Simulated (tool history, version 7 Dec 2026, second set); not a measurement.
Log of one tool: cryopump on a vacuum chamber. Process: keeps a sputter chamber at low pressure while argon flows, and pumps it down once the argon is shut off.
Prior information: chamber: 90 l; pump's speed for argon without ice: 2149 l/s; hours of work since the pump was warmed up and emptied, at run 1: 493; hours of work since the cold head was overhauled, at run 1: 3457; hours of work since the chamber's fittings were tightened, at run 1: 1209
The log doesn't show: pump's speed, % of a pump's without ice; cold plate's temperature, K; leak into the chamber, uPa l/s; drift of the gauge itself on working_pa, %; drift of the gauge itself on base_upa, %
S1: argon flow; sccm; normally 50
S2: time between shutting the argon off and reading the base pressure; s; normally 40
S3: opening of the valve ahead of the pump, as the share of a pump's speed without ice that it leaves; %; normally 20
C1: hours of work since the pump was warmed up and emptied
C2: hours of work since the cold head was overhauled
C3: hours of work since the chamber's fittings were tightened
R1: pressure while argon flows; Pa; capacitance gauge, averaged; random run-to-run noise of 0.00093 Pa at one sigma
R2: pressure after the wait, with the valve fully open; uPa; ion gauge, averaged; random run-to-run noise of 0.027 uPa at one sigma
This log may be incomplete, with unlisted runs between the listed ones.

{"run": 1, "day": 0.0, "S1": 50, "S2": 40, "S3": 20, "C1": 493, "C2": 3457, "C3": 1209, "R1": 0.2094, "R2": 1.77}
{"day": 2.183, "done": "leaking fittings of the chamber tightened, without venting"}
{"run": 2, "day": 2.725, "S1": 91, "S2": 40, "S3": 20, "C1": 548, "C2": 3512, "C3": 11, "R1": 0.3818, "R2": 1.24}
{"run": 3, "day": 5.0, "S1": 91, "S2": 40, "S3": 34, "C1": 596, "C2": 3559, "C3": 59, "R1": 0.237, "R2": 1.26}
{"run": 4, "day": 8.783, "S1": 91, "S2": 40, "S3": 34, "C1": 675, "C2": 3638, "C3": 138, "R1": 0.2404, "R2": 1.34}
{"run": 5, "day": 12.146, "S1": 91, "S2": 40, "S3": 34, "C1": 745, "C2": 3708, "C3": 208, "R1": 0.242, "R2": 1.42}
{"run": 6, "day": 13.879, "S1": 91, "S2": 40, "S3": 34, "C1": 781, "C2": 3744, "C3": 244, "R1": 0.2449, "R2": 1.41}
{"run": 7, "day": 16.604, "S1": 50, "S2": 40, "S3": 20, "C1": 838, "C2": 3801, "C3": 301, "R1": 0.2174, "R2": 1.42}
{"day": 20.708, "done": "pump warmed up, emptied and cooled again"}
{"run": 8, "day": 20.708, "S1": 50, "S2": 40, "S3": 20, "C1": 0, "C2": 3882, "C3": 382, "R1": 0.1995, "R2": 1.36}
{"run": 9, "day": 23.208, "S1": 50, "S2": 40, "S3": 20, "C1": 52, "C2": 3934, "C3": 434, "R1": 0.1996, "R2": 1.41}
{"run": 10, "day": 25.983, "S1": 50, "S2": 40, "S3": 20, "C1": 110, "C2": 3992, "C3": 492, "R1": 0.2003, "R2": 1.48}
{"run": 11, "day": 28.917, "S1": 50, "S2": 40, "S3": 20, "C1": 171, "C2": 4053, "C3": 553, "R1": 0.2017, "R2": 1.48}
{"run": 12, "day": 32.525, "S1": 50, "S2": 40, "S3": 20, "C1": 246, "C2": 4129, "C3": 628, "R1": 0.2013, "R2": 1.49}
{"run": 13, "day": 35.138, "S1": 50, "S2": 40, "S3": 20, "C1": 301, "C2": 4183, "C3": 682, "R1": 0.2039, "R2": 1.57}
{"run": 14, "day": 38.771, "S1": 50, "S2": 40, "S3": 20, "C1": 376, "C2": 4259, "C3": 758, "R1": 0.205, "R2": 1.6}
{"run": 15, "day": 41.492, "S1": 50, "S2": 40, "S3": 20, "C1": 433, "C2": 4315, "C3": 815, "R1": 0.2082, "R2": 1.59}
{"run": 16, "day": 45.15, "S1": 50, "S2": 40, "S3": 20, "C1": 509, "C2": 4392, "C3": 891, "R1": 0.2074, "R2": 1.68}
{"run": 17, "day": 47.946, "S1": 50, "S2": 40, "S3": 20, "C1": 568, "C2": 4450, "C3": 949, "R1": 0.209, "R2": 1.72}
{"run": 18, "day": 49.796, "S1": 25, "S2": 66, "S3": 20, "C1": 606, "C2": 4488, "C3": 988, "R1": 0.1043, "R2": 1.35}
{"run": 19, "day": 51.558, "S1": 68, "S2": 59, "S3": 20, "C1": 643, "C2": 4525, "C3": 1024, "R1": 0.2851, "R2": 1.45}
{"run": 20, "day": 54.433, "S1": 39, "S2": 21, "S3": 42, "C1": 703, "C2": 4585, "C3": 1084, "R1": 0.0837, "R2": 2.77}
{"run": 21, "day": 56.792, "S1": 39, "S2": 21, "S3": 42, "C1": 752, "C2": 4634, "C3": 1134, "R1": 0.0857, "R2": 2.8}
{"run": 22, "day": 58.517, "S1": 39, "S2": 21, "S3": 42, "C1": 788, "C2": 4670, "C3": 1169, "R1": 0.0872, "R2": 2.83}
{"run": 23, "day": 60.517, "S1": 53, "S2": 60, "S3": 42, "C1": 830, "C2": 4712, "C3": 1211, "R1": 0.1185, "R2": 1.6}
{"run": 24, "day": 62.238, "S1": 53, "S2": 85, "S3": 19, "C1": 865, "C2": 4748, "C3": 1247, "R1": 0.2418, "R2": 1.43}
{"day": 62.579, "done": "leaking fittings of the chamber tightened, without venting"}
{"run": 25, "day": 64.192, "S1": 31, "S2": 34, "S3": 28, "C1": 904, "C2": 4787, "C3": 34, "R1": 0.1005, "R2": 1.46}
{"day": 65.038, "done": "pump warmed up, emptied and cooled again"}
{"run": 26, "day": 67.417, "S1": 31, "S2": 68, "S3": 50, "C1": 50, "C2": 4849, "C3": 96, "R1": 0.0505, "R2": 0.84}
{"run": 27, "day": 69.429, "S1": 31, "S2": 68, "S3": 50, "C1": 91, "C2": 4891, "C3": 138, "R1": 0.0523, "R2": 0.83}
{"run": 28, "day": 72.792, "S1": 50, "S2": 24, "S3": 17, "C1": 162, "C2": 4961, "C3": 208, "R1": 0.2346, "R2": 2.05}
{"run": 29, "day": 74.933, "S1": 50, "S2": 24, "S3": 17, "C1": 206, "C2": 5006, "C3": 253, "R1": 0.236, "R2": 2.09}
{"run": 30, "day": 78.479, "S1": 50, "S2": 24, "S3": 17, "C1": 280, "C2": 5080, "C3": 327, "R1": 0.2386, "R2": 2.02}
{"run": 31, "day": 82.017, "S1": 22, "S2": 84, "S3": 18, "C1": 354, "C2": 5154, "C3": 401, "R1": 0.0987, "R2": 0.87}
{"run": 32, "day": 84.5, "S1": 36, "S2": 84, "S3": 18, "C1": 406, "C2": 5205, "C3": 452, "R1": 0.1633, "R2": 0.93}
{"run": 33, "day": 88.442, "S1": 36, "S2": 84, "S3": 18, "C1": 488, "C2": 5288, "C3": 534, "R1": 0.1666, "R2": 0.95}

For each run, the measured value with the value that run would have given without the tool's hidden condition subtracted. The run-to-run variation is shared by both, the gauge scatter possibly not:
run=1 R1=+0.0122 R2=+0.64
run=2 R1=+0.0243 R2=+0.07
run=3 R1=+0.0264 R2=+0.1
run=4 R1=+0.03 R2=+0.14
run=5 R1=+0.0331 R2=+0.2
run=6 R1=+0.035 R2=+0.23
run=7 R1=+0.0209 R2=+0.26
run=8 R1=+0.0019 R2=+0.16
run=9 R1=+0.0027 R2=+0.19
run=10 R1=+0.0036 R2=+0.23
run=11 R1=+0.0045 R2=+0.25
run=12 R1=+0.0058 R2=+0.3
run=13 R1=+0.0068 R2=+0.34
run=14 R1=+0.0083 R2=+0.39
run=15 R1=+0.0094 R2=+0.41
run=16 R1=+0.011 R2=+0.47
run=17 R1=+0.0123 R2=+0.51
run=18 R1=+0.0065 R2=+0.55
run=19 R1=+0.019 R2=+0.57
run=20 R1=+0.0121 R2=+0.63
run=21 R1=+0.0131 R2=+0.67
run=22 R1=+0.014 R2=+0.7
run=23 R1=+0.02 R2=+0.76
run=24 R1=+0.0214 R2=+0.79
run=25 R1=+0.0133 R2=+0.13
run=26 R1=+0.002 R2=+0.08
run=27 R1=+0.0025 R2=+0.1
run=28 R1=+0.0049 R2=+0.12
run=29 R1=+0.0057 R2=+0.15
run=30 R1=+0.0071 R2=+0.19
run=31 R1=+0.0037 R2=+0.24
run=32 R1=+0.0068 R2=+0.27
run=33 R1=+0.008 R2=+0.32

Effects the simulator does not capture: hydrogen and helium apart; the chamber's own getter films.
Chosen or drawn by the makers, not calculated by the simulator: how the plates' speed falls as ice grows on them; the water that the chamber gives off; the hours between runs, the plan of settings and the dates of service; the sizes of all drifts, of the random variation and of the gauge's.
